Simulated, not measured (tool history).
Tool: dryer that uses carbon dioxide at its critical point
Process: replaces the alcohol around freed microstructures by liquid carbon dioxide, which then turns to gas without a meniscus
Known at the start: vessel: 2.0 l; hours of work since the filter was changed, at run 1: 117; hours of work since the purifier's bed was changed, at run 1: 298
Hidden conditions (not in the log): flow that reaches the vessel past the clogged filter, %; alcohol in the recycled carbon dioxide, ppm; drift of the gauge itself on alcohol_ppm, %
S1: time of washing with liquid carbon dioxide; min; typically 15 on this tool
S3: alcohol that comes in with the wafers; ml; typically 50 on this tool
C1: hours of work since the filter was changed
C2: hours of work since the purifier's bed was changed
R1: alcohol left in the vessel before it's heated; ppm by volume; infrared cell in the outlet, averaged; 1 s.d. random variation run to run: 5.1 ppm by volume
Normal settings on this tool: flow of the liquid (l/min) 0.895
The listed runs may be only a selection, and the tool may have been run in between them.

run 1 hour=0.0 | S1=15 flow_of_the_liquid_(l/min)=0.895 S3=50 | C1=117 C2=298 | R1=122
run 2 hour=26.4 | S1=13 flow_of_the_liquid_(l/min)=0.895 S3=50 | C1=137 C2=318 | R1=229
run 3 hour=48.2 | S1=13 flow_of_the_liquid_(l/min)=0.895 S3=50 | C1=153 C2=334 | R1=245
run 4 hour=60.8 | S1=13 flow_of_the_liquid_(l/min)=0.895 S3=50 | C1=163 C2=344 | R1=256
run 5 hour=80.3 | S1=13 flow_of_the_liquid_(l/min)=0.906 S3=50 | C1=177 C2=358 | R1=251
run 6 hour=95.1 | S1=13 flow_of_the_liquid_(l/min)=0.906 S3=50 | C1=188 C2=369 | R1=251
run 7 hour=113.4 | S1=15 flow_of_the_liquid_(l/min)=0.895 S3=50 | C1=202 C2=383 | R1=145
run 8 hour=128.9 | S1=15 flow_of_the_liquid_(l/min)=0.895 S3=50 | C1=214 C2=395 | R1=147
run 9 hour=148.1 | S1=15 flow_of_the_liquid_(l/min)=0.895 S3=50 | C1=228 C2=409 | R1=154
run 10 hour=159.8 | S1=15 flow_of_the_liquid_(l/min)=0.895 S3=50 | C1=237 C2=418 | R1=153
run 11 hour=178.3 | S1=15 flow_of_the_liquid_(l/min)=0.895 S3=50 | C1=251 C2=432 | R1=158
run 12 hour=194.2 | S1=15 flow_of_the_liquid_(l/min)=0.895 S3=50 | C1=263 C2=444 | R1=164
run 13 hour=207.6 | S1=15 flow_of_the_liquid_(l/min)=0.895 S3=50 | C1=273 C2=454 | R1=168

What does the tool deliver on the next run?
run 14 hour=231.6 | S1=15 flow_of_the_liquid_(l/min)=0.895 S3=50 | C1=291 C2=472 | R1=?

R1: 179 ppm by volume
On a tool with no hidden condition, and with the same random variation, this run would have come out at R1 75 ppm by volume.
